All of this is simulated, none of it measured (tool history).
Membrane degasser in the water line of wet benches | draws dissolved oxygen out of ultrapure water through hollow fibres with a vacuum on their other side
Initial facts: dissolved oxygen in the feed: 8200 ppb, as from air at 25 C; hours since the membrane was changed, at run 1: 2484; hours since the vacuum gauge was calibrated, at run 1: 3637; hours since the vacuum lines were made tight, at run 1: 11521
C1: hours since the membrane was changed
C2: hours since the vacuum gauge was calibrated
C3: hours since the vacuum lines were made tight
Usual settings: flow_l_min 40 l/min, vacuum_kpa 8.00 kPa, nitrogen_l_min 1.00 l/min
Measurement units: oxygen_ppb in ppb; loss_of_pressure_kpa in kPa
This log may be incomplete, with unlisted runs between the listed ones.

{"run": 1, "hour": 0.0, "flow_l_min": 40, "vacuum_kpa": 8.0, "nitrogen_l_min": 1.0, "C1": 2484, "C2": 3637, "C3": 11521, "oxygen_ppb": 392.9, "loss_of_pressure_kpa": 45.27}
{"run": 2, "hour": 36.9, "flow_l_min": 40, "vacuum_kpa": 8.0, "nitrogen_l_min": 1.0, "C1": 2521, "C2": 3674, "C3": 11558, "oxygen_ppb": 392.0, "loss_of_pressure_kpa": 45.52}
{"run": 3, "hour": 95.7, "flow_l_min": 40, "vacuum_kpa": 8.0, "nitrogen_l_min": 1.0, "C1": 2580, "C2": 3733, "C3": 11617, "oxygen_ppb": 391.8, "loss_of_pressure_kpa": 45.43}
{"run": 4, "hour": 168.4, "flow_l_min": 40, "vacuum_kpa": 8.0, "nitrogen_l_min": 1.0, "C1": 2652, "C2": 3806, "C3": 11690, "oxygen_ppb": 394.8, "loss_of_pressure_kpa": 45.17}
{"run": 5, "hour": 223.8, "flow_l_min": 40, "vacuum_kpa": 8.0, "nitrogen_l_min": 1.0, "C1": 2708, "C2": 3861, "C3": 11745, "oxygen_ppb": 390.1, "loss_of_pressure_kpa": 44.92}
{"run": 6, "hour": 278.7, "flow_l_min": 43, "vacuum_kpa": 8.0, "nitrogen_l_min": 1.0, "C1": 2763, "C2": 3916, "C3": 11800, "oxygen_ppb": 421.0, "loss_of_pressure_kpa": 48.42}
{"run": 7, "hour": 319.1, "flow_l_min": 40, "vacuum_kpa": 8.0, "nitrogen_l_min": 1.0, "C1": 2803, "C2": 3956, "C3": 11840, "oxygen_ppb": 389.6, "loss_of_pressure_kpa": 45.0}
{"run": 8, "hour": 362.6, "flow_l_min": 40, "vacuum_kpa": 8.0, "nitrogen_l_min": 1.0, "C1": 2847, "C2": 4000, "C3": 11884, "oxygen_ppb": 389.8, "loss_of_pressure_kpa": 45.03}
{"run": 9, "hour": 432.2, "flow_l_min": 40, "vacuum_kpa": 17.06, "nitrogen_l_min": 1.0, "C1": 2916, "C2": 4069, "C3": 11953, "oxygen_ppb": 1012.4, "loss_of_pressure_kpa": 45.19}
{"run": 10, "hour": 509.0, "flow_l_min": 40, "vacuum_kpa": 17.06, "nitrogen_l_min": 1.0, "C1": 2993, "C2": 4146, "C3": 12030, "oxygen_ppb": 1010.6, "loss_of_pressure_kpa": 45.25}
{"run": 11, "hour": 569.5, "flow_l_min": 40, "vacuum_kpa": 17.06, "nitrogen_l_min": 1.0, "C1": 3054, "C2": 4207, "C3": 12091, "oxygen_ppb": 1003.2, "loss_of_pressure_kpa": 45.18}
{"run": 12, "hour": 604.1, "flow_l_min": 40, "vacuum_kpa": 8.0, "nitrogen_l_min": 1.0, "C1": 3088, "C2": 4241, "C3": 12125, "oxygen_ppb": 386.2, "loss_of_pressure_kpa": 45.31}
{"hour": 632.5, "done": "vacuum gauge calibrated"}
{"run": 13, "hour": 651.7, "flow_l_min": 40, "vacuum_kpa": 8.0, "nitrogen_l_min": 1.0, "C1": 3135, "C2": 19, "C3": 12172, "oxygen_ppb": 387.8, "loss_of_pressure_kpa": 44.81}
{"run": 14, "hour": 704.9, "flow_l_min": 40, "vacuum_kpa": 12.55, "nitrogen_l_min": 1.0, "C1": 3188, "C2": 72, "C3": 12226, "oxygen_ppb": 710.1, "loss_of_pressure_kpa": 45.28}
{"run": 15, "hour": 742.3, "flow_l_min": 40, "vacuum_kpa": 6.77, "nitrogen_l_min": 0.69, "C1": 3226, "C2": 110, "C3": 12263, "oxygen_ppb": 383.4, "loss_of_pressure_kpa": 44.88}
{"run": 16, "hour": 799.3, "flow_l_min": 37, "vacuum_kpa": 8.0, "nitrogen_l_min": 1.69, "C1": 3283, "C2": 167, "C3": 12320, "oxygen_ppb": 237.2, "loss_of_pressure_kpa": 41.36}
{"run": 17, "hour": 855.4, "flow_l_min": 44, "vacuum_kpa": 11.25, "nitrogen_l_min": 1.0, "C1": 3339, "C2": 223, "C3": 12376, "oxygen_ppb": 672.9, "loss_of_pressure_kpa": 49.44}
{"run": 18, "hour": 926.7, "flow_l_min": 44, "vacuum_kpa": 11.25, "nitrogen_l_min": 1.0, "C1": 3410, "C2": 294, "C3": 12447, "oxygen_ppb": 672.8, "loss_of_pressure_kpa": 49.39}
{"run": 19, "hour": 990.8, "flow_l_min": 44, "vacuum_kpa": 11.25, "nitrogen_l_min": 1.0, "C1": 3474, "C2": 358, "C3": 12511, "oxygen_ppb": 668.0, "loss_of_pressure_kpa": 49.85}
{"run": 20, "hour": 1057.2, "flow_l_min": 44, "vacuum_kpa": 7.64, "nitrogen_l_min": 0.4, "C1": 3541, "C2": 425, "C3": 12578, "oxygen_ppb": 706.2, "loss_of_pressure_kpa": 49.21}
{"run": 21, "hour": 1107.5, "flow_l_min": 56, "vacuum_kpa": 8.0, "nitrogen_l_min": 0.64, "C1": 3591, "C2": 475, "C3": 12628, "oxygen_ppb": 720.6, "loss_of_pressure_kpa": 62.85}
{"run": 22, "hour": 1164.3, "flow_l_min": 54, "vacuum_kpa": 10.66, "nitrogen_l_min": 0.87, "C1": 3648, "C2": 532, "C3": 12685, "oxygen_ppb": 836.4, "loss_of_pressure_kpa": 61.06}
{"hour": 1216.1, "done": "gauge calibrated"}
{"run": 23, "hour": 1218.9, "flow_l_min": 54, "vacuum_kpa": 14.41, "nitrogen_l_min": 1.89, "C1": 3702, "C2": 586, "C3": 12739, "oxygen_ppb": 718.1, "loss_of_pressure_kpa": 61.05}
{"run": 24, "hour": 1252.5, "flow_l_min": 54, "vacuum_kpa": 14.41, "nitrogen_l_min": 1.89, "C1": 3736, "C2": 620, "C3": 12773, "oxygen_ppb": 715.4, "loss_of_pressure_kpa": 61.08}
{"run": 25, "hour": 1314.2, "flow_l_min": 40, "vacuum_kpa": 17.57, "nitrogen_l_min": 1.76, "C1": 3798, "C2": 682, "C3": 12835, "oxygen_ppb": 688.2, "loss_of_pressure_kpa": 45.46}
{"run": 26, "hour": 1363.1, "flow_l_min": 40, "vacuum_kpa": 17.57, "nitrogen_l_min": 1.76, "C1": 3847, "C2": 731, "C3": 12884, "oxygen_ppb": 684.1, "loss_of_pressure_kpa": 44.98}
{"run": 27, "hour": 1406.7, "flow_l_min": 30, "vacuum_kpa": 12.71, "nitrogen_l_min": 0.66, "C1": 3890, "C2": 774, "C3": 12927, "oxygen_ppb": 778.4, "loss_of_pressure_kpa": 33.81}
{"run": 28, "hour": 1442.4, "flow_l_min": 30, "vacuum_kpa": 9.25, "nitrogen_l_min": 0.4, "C1": 3926, "C2": 810, "C3": 12963, "oxygen_ppb": 725.4, "loss_of_pressure_kpa": 33.84}

Across each entry between runs, compare the hidden state at the last listed run before it with the hidden state at the first listed run after it:
Run 12 -> run 13: vacuum gauge calibrated (hour 632.5)
  drift of the gauge itself on oxygen_ppb, %: -1.21 -> -1.3
  measured minus no-state result, oxygen_ppb: -4.6 -> -5.1 ppb
Run 22 -> run 23: gauge calibrated (hour 1216.1)
  drift of the gauge itself on oxygen_ppb, %: -2.32 -> -0.01
  measured minus no-state result, oxygen_ppb: -19.9 -> +0.1 ppb
